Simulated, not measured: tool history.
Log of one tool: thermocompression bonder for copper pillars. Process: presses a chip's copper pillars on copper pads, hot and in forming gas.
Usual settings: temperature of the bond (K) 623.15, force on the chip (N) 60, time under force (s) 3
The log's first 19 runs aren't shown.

run    hour  temperature of the bond (K)  force on the chip (N)  time under force (s)  force that shears a chip off (N)
 20   621.4                       623.15                     86                     3                              77.1
      652.6  -- forming gas filter changed
 21   662.4                       623.15                     75                     2                              62.5
 22   689.8                       640.15                     75                     3                              79.8
 23   724.5                       640.15                     75                     3                              80.1
 24   762.1                       640.15                     41                     5                              62.5
 25   782.1                       640.15                     41                     5                              63.1
 26   814.7                       640.15                     41                     5                              61.9
 27   850.4                       634.15                     36                     3                              44.5
 28   893.9                       624.15                     56                     6                              71.9
 29   917.9                       612.15                     51                     6                              61.8
 30   957.7                       623.15                     53                     3                              54.7
      978.0  -- forming gas filter changed
 31   979.2                       635.15                     69                     2                              64.3
 32  1019.9                       623.15                     46                     5                              58.5
     1044.4  -- gauge calibrated
 33  1063.5                       638.15                     45                     2                              48.4
 34  1092.2                       638.15                     45                     4                              62.3
 35  1135.9                       638.15                     61                     4                              76.5
     1145.2  -- force cell calibrated
 36  1178.6                       649.15                     60                     4                              80.3
 37  1204.3                       649.15                     48                     2                              56.1
 38  1247.2                       649.15                     48                     2                              55.5
 39  1268.4                       649.15                     48                     2                              56.1
     1307.6  -- forming gas filter changed
 40  1311.0                       649.15                     48                     2                              55.4

3 ways to go on from here, each from the tool as it stands after run 40. What would each give?
  A  1332.4                       649.15                     48                     5                                 ?
  B  1332.4                       623.15                     48                     3                                 ?
  C  1332.4                       628.15                     41                     7                                 ?

run  force that shears a chip off (N)
  A                              75.1
  B                              51.2
  C                              64.4
Without the tool's hidden state the same runs would have given:
run  force that shears a chip off (N)
  A                              75.8
  B                              51.7
  C                              65.1
